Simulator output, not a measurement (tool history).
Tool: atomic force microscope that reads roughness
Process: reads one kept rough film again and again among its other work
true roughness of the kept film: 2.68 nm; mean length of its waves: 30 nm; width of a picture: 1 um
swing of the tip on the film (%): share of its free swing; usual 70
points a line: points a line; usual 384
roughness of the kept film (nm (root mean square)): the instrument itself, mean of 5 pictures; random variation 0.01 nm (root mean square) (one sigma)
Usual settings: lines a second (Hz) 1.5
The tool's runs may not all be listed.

run,hour,lines a second (Hz),swing of the tip on the film (%),points a line,roughness of the kept film (nm (root mean square))
1,0,1.5,70,384,2.315
2,9.8,1.5,70,384,2.312
3,22.4,1.68,70,384,2.287
4,33.7,1.68,70,384,2.314
5,43.2,1.5,70,384,2.329
6,51.3,1.5,70,573,2.335
7,65.9,1.5,70,384,2.333
8,72.1,1.5,70,266,2.313
9,78.4,1.5,70,384,2.305
10,91.7,0.65,70,384,2.361
11,102.3,1.5,70,308,2.319
12,110.3,1.5,70,308,2.288
13,124.6,1.5,70,308,2.292
14,138,1.52,70,384,2.327
15,144.9,1.52,70,384,2.318
16,155.8,1.52,70,384,2.304
17,170.2,1.5,88,384,2.232
18,176.3,1.5,70,384,2.322
19,191,2.77,70,384,2.273
20,199.4,2.77,70,384,2.26
21,211.5,1.5,70,384,2.3
# hour 217.7: new tip fitted
22,222.7,1.5,70,384,2.31
23,228.8,1.5,70,384,2.314
24,236,1.5,70,384,2.342
25,245.7,1.5,70,384,2.315
26,255.9,1.38,70,629,2.343
27,265.7,1.38,60,446,2.356
28,277.7,0.75,70,592,2.355
29,285.1,3.83,70,402,2.227
30,294.5,0.84,63,932,2.381
31,301.9,2.06,85,304,2.185
32,316.5,3.97,89,708,2.053
33,329.7,1.29,70,269,2.307
34,341.1,1.29,70,330,2.331
35,353.8,1.29,70,330,2.309
36,367.8,1.29,70,330,2.324
37,381.6,2.11,68,525,2.297
38,393.1,2.11,68,525,2.319
39,402.8,0.58,87,384,2.319
40,412.1,1.76,70,914,2.317
41,421.2,1.16,64,540,2.355
42,431.3,1.5,70,563,2.317
43,438.6,2.97,70,444,2.259
44,450.7,2.26,70,403,2.309
45,464.5,1.5,79,608,2.299
46,471.2,1.5,79,608,2.298
47,478.5,0.52,70,505,2.365
48,485.1,0.52,70,505,2.356
49,498.9,1.5,88,617,2.263
50,513.3,0.53,83,617,2.355

Forecast each of these 5 alternatives for the next run:
A,522.4,0.53,79,617,?
B,522.4,1.5,87,316,?
C,522.4,0.63,77,603,?
D,522.4,0.67,71,329,?
E,522.4,1.94,63,420,?

run,roughness of the kept film (nm (root mean square))
A,2.365
B,2.221
C,2.347
D,2.325
E,2.338
Without the tool's hidden state the same runs would have given:
run,roughness of the kept film (nm (root mean square))
A,2.369
B,2.225
C,2.352
D,2.329
E,2.343

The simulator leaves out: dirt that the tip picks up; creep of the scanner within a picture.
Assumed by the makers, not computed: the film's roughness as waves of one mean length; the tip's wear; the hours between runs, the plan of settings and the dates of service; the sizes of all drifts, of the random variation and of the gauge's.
